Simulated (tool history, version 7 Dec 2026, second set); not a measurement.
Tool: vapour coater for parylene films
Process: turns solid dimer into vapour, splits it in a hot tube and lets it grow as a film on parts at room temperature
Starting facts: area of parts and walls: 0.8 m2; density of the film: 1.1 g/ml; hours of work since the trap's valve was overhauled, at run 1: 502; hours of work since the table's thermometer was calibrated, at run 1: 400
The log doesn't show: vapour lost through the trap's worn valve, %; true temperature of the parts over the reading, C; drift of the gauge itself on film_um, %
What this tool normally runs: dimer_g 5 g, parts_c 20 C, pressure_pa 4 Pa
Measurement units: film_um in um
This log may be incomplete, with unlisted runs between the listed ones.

run,hour,dimer_g,parts_c,pressure_pa,hours of work since the trap's valve was overhauled,hours of work since the table's thermometer was calibrated,film_um
1,0,5,20,4,502,400,4.3
2,23.5,5,20,4,514,412,4.36
# hour 30.2: trap's valve overhauled
3,53.9,5,20,4,12,425,4.26
4,68.4,5,20,4,19,433,4.36
5,90.6,5,20,10.03,31,444,3.6
6,115.7,5,20,10.03,44,457,3.66
7,132.9,3,17,2.37,52,466,3.23
8,163.9,5,29,4,68,482,3.13
9,178.1,2,22,4,75,489,1.62
10,200.5,2,18,10.53,87,500,1.56
11,226.8,5,20,3.19,100,514,4.52

How the hidden state differs across the entries between the runs, from the last listed run before each to the first after it:
Run 2 -> run 3: trap's valve overhauled (hour 30.2)
  vapour lost through the trap's worn valve, %: 0.6 -> 0
